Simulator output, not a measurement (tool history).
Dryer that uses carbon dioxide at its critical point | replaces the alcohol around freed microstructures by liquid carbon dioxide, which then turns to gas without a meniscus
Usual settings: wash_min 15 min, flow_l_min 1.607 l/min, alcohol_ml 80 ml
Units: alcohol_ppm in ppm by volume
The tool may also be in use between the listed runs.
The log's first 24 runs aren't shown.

run	hour	wash_min	flow_l_min	alcohol_ml	alcohol_ppm
25	456.9	13	2.54	80	115
26	474.3	15	1.29	80	330
27	497.9	19	1.607	72	115
28	519.2	14	1.05	80	889
29	537.5	15	2.06	103	133
30	550.8	14	1.42	35	203
31	569.5	11	2.48	43	142
32	584.5	11	2.48	43	136
33	599.8	15	1.607	27	157
34	628.2	15	1.607	87	220
35	649.4	15	1.25	56	342

4 ways to go on from here, each from the tool as it stands after run 35. What would each give?
A	674.5	22	1.4	21	?
B	674.5	15	1.03	80	?
C	674.5	15	1.61	78	?
D	674.5	20	1.25	56	?

run	alcohol_ppm
A	136
B	829
C	216
D	182
Without the tool's hidden state the same runs would have given:
run	alcohol_ppm
A	10
B	555
C	61
D	40
